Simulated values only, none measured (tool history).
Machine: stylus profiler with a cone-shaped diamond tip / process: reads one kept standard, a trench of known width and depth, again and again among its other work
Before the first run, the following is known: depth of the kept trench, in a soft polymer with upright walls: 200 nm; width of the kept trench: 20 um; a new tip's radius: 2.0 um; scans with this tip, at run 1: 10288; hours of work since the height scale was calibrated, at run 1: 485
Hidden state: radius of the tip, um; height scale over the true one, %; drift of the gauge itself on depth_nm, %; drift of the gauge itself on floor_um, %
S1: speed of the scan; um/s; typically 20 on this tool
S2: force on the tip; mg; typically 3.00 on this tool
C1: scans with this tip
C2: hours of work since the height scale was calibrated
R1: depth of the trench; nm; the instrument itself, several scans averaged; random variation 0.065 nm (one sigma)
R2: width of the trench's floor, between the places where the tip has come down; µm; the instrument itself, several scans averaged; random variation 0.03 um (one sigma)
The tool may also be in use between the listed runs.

run 1 hour=0.0 | S1=20 S2=3.00 | C1=10288 C2=485 | R1=203.59 R2=17.42
run 2 hour=86.6 | S1=20 S2=1.75 | C1=10706 C2=546 | R1=202.60 R2=17.33
run 3 hour=164.1 | S1=20 S2=1.75 | C1=11079 C2=600 | R1=202.65 R2=17.31
run 4 hour=252.7 | S1=20 S2=1.75 | C1=11506 C2=662 | R1=202.67 R2=17.28
run 5 hour=341.8 | S1=20 S2=6.92 | C1=11936 C2=725 | R1=206.10 R2=17.37
run 6 hour=408.8 | S1=63 S2=3.00 | C1=12258 C2=771 | R1=203.72 R2=17.04
run 7 hour=488.6 | S1=63 S2=3.00 | C1=12643 C2=827 | R1=203.88 R2=17.10
run 8 hour=579.5 | S1=20 S2=3.00 | C1=13081 C2=891 | R1=203.76 R2=17.25
run 9 hour=652.2 | S1=20 S2=3.00 | C1=13431 C2=942 | R1=203.83 R2=17.26
run 10 hour=716.8 | S1=20 S2=3.00 | C1=13742 C2=987 | R1=204.02 R2=17.23
-- hour=741.0 height scale calibrated on a step standard
run 11 hour=814.8 | S1=20 S2=3.00 | C1=14212 C2=52 | R1=203.31 R2=17.20
run 12 hour=878.7 | S1=20 S2=3.00 | C1=14520 C2=96 | R1=203.25 R2=17.16
run 13 hour=933.1 | S1=20 S2=3.00 | C1=14782 C2=134 | R1=203.18 R2=17.17
run 14 hour=997.3 | S1=20 S2=3.00 | C1=15091 C2=179 | R1=203.31 R2=17.21
run 15 hour=1104.1 | S1=20 S2=1.81 | C1=15606 C2=254 | R1=202.40 R2=17.07
run 16 hour=1170.1 | S1=49 S2=3.00 | C1=15924 C2=300 | R1=203.28 R2=16.92
run 17 hour=1219.1 | S1=44 S2=1.11 | C1=16160 C2=335 | R1=201.69 R2=16.78
run 18 hour=1285.1 | S1=44 S2=1.11 | C1=16479 C2=381 | R1=201.81 R2=16.78
run 19 hour=1385.8 | S1=20 S2=8.52 | C1=16964 C2=451 | R1=206.71 R2=17.11
run 20 hour=1439.1 | S1=20 S2=8.52 | C1=17221 C2=489 | R1=206.81 R2=17.10
run 21 hour=1521.9 | S1=5 S2=2.86 | C1=17620 C2=546 | R1=203.33 R2=17.11
run 22 hour=1594.7 | S1=5 S2=2.86 | C1=17971 C2=597 | R1=203.40 R2=17.11
run 23 hour=1669.8 | S1=14 S2=8.96 | C1=18332 C2=650 | R1=207.05 R2=17.07
run 24 hour=1774.6 | S1=6 S2=7.56 | C1=18837 C2=723 | R1=206.43 R2=17.12
run 25 hour=1830.2 | S1=55 S2=1.68 | C1=19105 C2=762 | R1=202.53 R2=16.67
run 26 hour=1922.3 | S1=20 S2=2.03 | C1=19549 C2=827 | R1=202.98 R2=16.92
run 27 hour=2018.5 | S1=6 S2=1.42 | C1=20013 C2=894 | R1=202.44 R2=16.96
run 28 hour=2070.6 | S1=26 S2=2.59 | C1=20263 C2=930 | R1=203.42 R2=16.87

Consider 5 possible next runs. They are alternatives, not a sequence: every one starts from the tool as it was left by run 28. What does each give?
run A hour=2135.4 | S1=50 S2=4.84 | C1=20576 C2=976 | R1=? R2=?
run B hour=2135.4 | S1=17 S2=1.22 | C1=20576 C2=976 | R1=? R2=?
run C hour=2135.4 | S1=5 S2=3.32 | C1=20576 C2=976 | R1=? R2=?
run D hour=2135.4 | S1=27 S2=3.00 | C1=20576 C2=976 | R1=? R2=?
run E hour=2135.4 | S1=29 S2=7.44 | C1=20576 C2=976 | R1=? R2=?

run=A R1=204.93 R2=16.73
run=B R1=202.34 R2=16.85
run=C R1=204.01 R2=17.00
run=D R1=203.78 R2=16.84
run=E R1=206.50 R2=16.91
With the hidden condition removed and each run's random variation left untouched, the same runs would have given:
run=A R1=204.34 R2=17.98
run=B R1=201.75 R2=18.10
run=C R1=203.42 R2=18.25
run=D R1=203.19 R2=18.09
run=E R1=205.90 R2=18.16
